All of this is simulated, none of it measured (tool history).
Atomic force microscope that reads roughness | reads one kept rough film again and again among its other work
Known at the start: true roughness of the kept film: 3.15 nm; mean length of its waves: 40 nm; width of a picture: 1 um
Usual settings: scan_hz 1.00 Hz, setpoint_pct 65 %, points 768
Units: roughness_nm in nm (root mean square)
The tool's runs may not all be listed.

| run | hour | scan_hz | setpoint_pct | points | roughness_nm |
|---|---|---|---|---|---|
| 1 | 0.0 | 1.00 | 65 | 768 | 2.757 |
| 2 | 59.8 | 1.00 | 65 | 768 | 2.606 |
|  | 95.6 | new tip fitted |
| 3 | 96.8 | 1.00 | 65 | 768 | 2.877 |
| 4 | 166.6 | 0.83 | 65 | 768 | 2.694 |
|  | 223.2 | new tip fitted |
| 5 | 224.2 | 0.83 | 65 | 768 | 2.885 |
| 6 | 259.7 | 1.00 | 65 | 768 | 2.754 |
| 7 | 315.5 | 1.00 | 65 | 768 | 2.600 |
|  | 350.8 | new tip fitted |
| 8 | 355.7 | 1.00 | 65 | 400 | 2.858 |
| 9 | 417.5 | 1.00 | 65 | 400 | 2.707 |
| 10 | 448.7 | 1.00 | 65 | 768 | 2.617 |
|  | 479.2 | new tip fitted |
| 11 | 486.2 | 1.00 | 65 | 492 | 2.876 |
| 12 | 563.5 | 1.00 | 65 | 492 | 2.638 |
|  | 608.6 | new tip fitted |
| 13 | 617.9 | 1.00 | 65 | 492 | 2.839 |
| 14 | 669.3 | 1.00 | 65 | 768 | 2.692 |
|  | 673.6 | height scale calibrated on a step standard |
| 15 | 716.0 | 1.00 | 79 | 768 | 2.466 |
|  | 737.2 | new tip fitted |
| 16 | 789.8 | 0.84 | 79 | 874 | 2.663 |
|  | 812.5 | height scale calibrated on a step standard, once more |
| 17 | 823.6 | 1.22 | 79 | 874 | 2.505 |
| 18 | 858.0 | 1.22 | 79 | 874 | 2.431 |
|  | 865.5 | new tip fitted |
| 19 | 897.9 | 3.48 | 73 | 693 | 2.411 |
| 20 | 946.8 | 1.00 | 65 | 1002 | 2.634 |
|  | 992.4 | new tip fitted |
| 21 | 1024.0 | 1.00 | 81 | 319 | 2.625 |
| 22 | 1065.0 | 1.00 | 65 | 370 | 2.679 |
|  | 1118.6 | new tip fitted |
| 23 | 1130.5 | 0.61 | 76 | 268 | 2.789 |
| 24 | 1177.4 | 1.00 | 65 | 436 | 2.704 |
| 25 | 1217.9 | 1.00 | 65 | 348 | 2.597 |
|  | 1246.4 | new tip fitted |
| 26 | 1256.8 | 1.00 | 65 | 348 | 2.824 |
| 27 | 1332.5 | 3.38 | 66 | 1000 | 2.415 |
|  | 1373.2 | new tip fitted |
| 28 | 1394.2 | 3.16 | 65 | 768 | 2.641 |
| 29 | 1450.2 | 3.21 | 57 | 464 | 2.601 |

5 ways to go on from here, each from the tool as it stands after run 29. What would each give?
|  | 1501.8 | new tip fitted |
| A | 1511.1 | 2.49 | 64 | 484 | ? |
|  | 1501.8 | new tip fitted |
| B | 1511.1 | 1.00 | 85 | 768 | ? |
|  | 1501.8 | new tip fitted |
| C | 1511.1 | 0.75 | 89 | 593 | ? |
|  | 1501.8 | new tip fitted |
| D | 1511.1 | 0.96 | 57 | 464 | ? |
|  | 1501.8 | new tip fitted |
| E | 1511.1 | 0.78 | 57 | 464 | ? |

| run | roughness_nm |
|---|---|
| A | 2.731 |
| B | 2.703 |
| C | 2.714 |
| D | 2.918 |
| E | 2.910 |
Without the tool's hidden state the same runs would have given:
| run | roughness_nm |
|---|---|
| A | 2.755 |
| B | 2.727 |
| C | 2.738 |
| D | 2.944 |
| E | 2.936 |

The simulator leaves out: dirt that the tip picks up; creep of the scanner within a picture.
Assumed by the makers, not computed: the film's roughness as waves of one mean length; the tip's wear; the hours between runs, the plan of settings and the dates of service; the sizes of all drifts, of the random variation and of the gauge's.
